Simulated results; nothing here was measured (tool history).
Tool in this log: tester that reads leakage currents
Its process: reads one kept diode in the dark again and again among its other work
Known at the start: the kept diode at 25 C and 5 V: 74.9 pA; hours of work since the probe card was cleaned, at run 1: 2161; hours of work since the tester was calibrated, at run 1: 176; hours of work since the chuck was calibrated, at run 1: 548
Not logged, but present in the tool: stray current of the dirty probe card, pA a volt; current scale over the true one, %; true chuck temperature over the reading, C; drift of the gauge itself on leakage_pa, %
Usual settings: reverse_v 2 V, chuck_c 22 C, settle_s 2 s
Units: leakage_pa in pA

| run | hour | reverse_v | chuck_c | settle_s | hours of work since the probe card was cleaned | hours of work since the tester was calibrated | hours of work since the chuck was calibrated | leakage_pa |
|---|---|---|---|---|---|---|---|---|
| 1 | 0 | 2 | 22 | 2 | 2161 | 176 | 548 | 48.55 |
| 2 | 101.5 | 2 | 22 | 2 | 2233 | 248 | 621 | 49.61 |
| 3 | 181 | 2 | 26 | 2 | 2290 | 305 | 677 | 68.5 |
| 4 | 238.1 | 2 | 22 | 1.24 | 2331 | 345 | 718 | 50.78 |
| 5 | 300.2 | 2 | 22 | 1.24 | 2375 | 390 | 762 | 51.52 |
| 6 | 416 | 2 | 38 | 1.24 | 2457 | 472 | 844 | 177.64 |
|  | 427.2 | chuck's temperature calibrated |
| 7 | 519.4 | 2 | 38 | 1.24 | 2529 | 544 | 66 | 184.61 |
| 8 | 613.6 | 2 | 38 | 1.24 | 2596 | 611 | 133 | 186.77 |
| 9 | 711.5 | 2 | 38 | 1.24 | 2666 | 681 | 202 | 189.58 |
| 10 | 789.8 | 2 | 38 | 1.24 | 2722 | 736 | 258 | 190.2 |
| 11 | 874.9 | 2 | 38 | 1.24 | 2782 | 797 | 319 | 193.72 |
| 12 | 967.4 | 2 | 38 | 1.24 | 2848 | 863 | 384 | 196.54 |
|  | 1002.2 | chuck's temperature calibrated, once more |
| 13 | 1053.8 | 2 | 22 | 6.86 | 2908 | 923 | 37 | 44.56 |
|  | 1079.9 | probe card cleaned and baked |
| 14 | 1118.6 | 2 | 22 | 6.86 | 28 | 967 | 81 | 38.79 |
| 15 | 1207.8 | 2 | 22 | 2 | 91 | 1030 | 144 | 39.58 |
| 16 | 1293.2 | 2 | 22 | 2 | 152 | 1091 | 205 | 40 |
| 17 | 1409.4 | 2 | 22 | 2 | 235 | 1174 | 288 | 41.08 |
| 18 | 1499.3 | 2 | 38 | 1.08 | 298 | 1238 | 352 | 151.77 |
| 19 | 1554.6 | 2 | 38 | 1.08 | 338 | 1277 | 391 | 154.06 |
| 20 | 1635.3 | 9.61 | 22 | 0.86 | 395 | 1335 | 448 | 91.09 |
| 21 | 1704.6 | 9.27 | 57 | 0.73 | 445 | 1384 | 498 | 1258.02 |
| 22 | 1817.5 | 9.27 | 57 | 0.73 | 525 | 1464 | 578 | 1269.12 |
| 23 | 1869.4 | 4 | 55 | 0.38 | 562 | 1501 | 615 | 761.67 |
| 24 | 1934.7 | 14.63 | 22 | 0.62 | 608 | 1548 | 662 | 122.11 |
| 25 | 2054.9 | 12.43 | 22 | 1.4 | 694 | 1633 | 747 | 111.68 |
| 26 | 2150.1 | 12.43 | 22 | 1.4 | 762 | 1701 | 815 | 114.64 |
|  | 2203.1 | chuck's temperature calibrated |
| 27 | 2203.1 | 12.43 | 22 | 1.4 | 798 | 1737 | 0 | 101.42 |
| 28 | 2268.3 | 2 | 27 | 5.26 | 844 | 1784 | 46 | 61.45 |
| 29 | 2366.6 | 2 | 27 | 5.26 | 914 | 1854 | 116 | 62.66 |

Hidden condition of the tool, last listed run before each entry between runs versus first listed run after:
Between runs 6 and 7: chuck's temperature calibrated (hour 427.2)
  stray current of the dirty probe card, pA a volt: 2.51 -> 2.579; current scale over the true one, %: 0.12 -> 0.15; true chuck temperature over the reading, C: 2.36 -> 2.88
  measured result minus the result with no hidden state, leakage_pa: +34.01 -> +41.16 pA
Between runs 12 and 13: chuck's temperature calibrated, once more (hour 1002.2)
  stray current of the dirty probe card, pA a volt: 2.908 -> 2.964; current scale over the true one, %: 0.29 -> 0.31; true chuck temperature over the reading, C: 3.61 -> -0.02
  measured result minus the result with no hidden state, leakage_pa: +52.52 -> +6 pA
Between runs 13 and 14: probe card cleaned and baked (hour 1079.9)
  stray current of the dirty probe card, pA a volt: 2.964 -> 0.061; current scale over the true one, %: 0.31 -> 0.33; true chuck temperature over the reading, C: -0.02 -> 0.08
  measured result minus the result with no hidden state, leakage_pa: +6 -> +0.49 pA
Between runs 26 and 27: chuck's temperature calibrated (hour 2203.1)
  stray current of the dirty probe card, pA a volt: 0.804 -> 0.838; current scale over the true one, %: 0.64 -> 0.65; true chuck temperature over the reading, C: 1.71 -> 0.08
  measured result minus the result with no hidden state, leakage_pa: +24.49 -> +11.47 pA

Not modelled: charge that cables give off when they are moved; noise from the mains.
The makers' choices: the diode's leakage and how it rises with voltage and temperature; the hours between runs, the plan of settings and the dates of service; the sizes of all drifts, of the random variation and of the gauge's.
